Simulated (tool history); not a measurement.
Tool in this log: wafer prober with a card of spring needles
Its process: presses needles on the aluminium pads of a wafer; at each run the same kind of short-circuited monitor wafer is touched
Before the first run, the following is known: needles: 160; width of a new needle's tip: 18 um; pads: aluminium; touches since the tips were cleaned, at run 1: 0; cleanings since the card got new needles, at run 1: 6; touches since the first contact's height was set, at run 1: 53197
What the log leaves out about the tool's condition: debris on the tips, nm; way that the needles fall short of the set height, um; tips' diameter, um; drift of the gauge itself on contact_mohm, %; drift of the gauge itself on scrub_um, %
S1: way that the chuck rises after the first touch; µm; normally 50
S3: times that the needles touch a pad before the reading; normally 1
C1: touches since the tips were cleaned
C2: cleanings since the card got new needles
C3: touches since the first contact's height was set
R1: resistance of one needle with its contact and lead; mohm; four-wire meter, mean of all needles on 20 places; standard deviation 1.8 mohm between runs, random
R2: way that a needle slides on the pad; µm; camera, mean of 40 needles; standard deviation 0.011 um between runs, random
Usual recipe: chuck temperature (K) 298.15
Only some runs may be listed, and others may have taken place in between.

Run 1, hour 0: usual settings; C1 0; C2 6; C3 53197. Result: R1 186 mohm, R2 12.51 µm.
Run 2, hour 4.9: usual settings; C1 699; C2 6; C3 53896. Result: R1 184 mohm, R2 12.51 µm.
Run 3, hour 10: usual settings; C1 1428; C2 6; C3 54625. Result: R1 185 mohm, R2 12.5 µm.
Run 4, hour 20.2: usual settings; C1 2880; C2 6; C3 56077. Result: R1 189 mohm, R2 12.47 µm.
Run 5, hour 28.8: usual settings; C1 4104; C2 6; C3 57301. Result: R1 189 mohm, R2 12.46 µm.
Run 6, hour 39.7: usual settings; C1 5660; C2 6; C3 58857. Result: R1 189 mohm, R2 12.45 µm.
Run 7, hour 49.4: usual settings but chuck temperature (K) 303.15; C1 7040; C2 6; C3 60237. Result: R1 190 mohm, R2 12.44 µm.

For run 8, what comes out?
Run 8, hour 54.9: usual settings but S1 57 µm; C1 7829; C2 6; C3 61026. Result: R1 ?, R2 ?.

R1: 182 mohm
R2: 14.17 µm
Without the tool's hidden state the same run would have given R1 182 mohm, R2 14.24 µm.
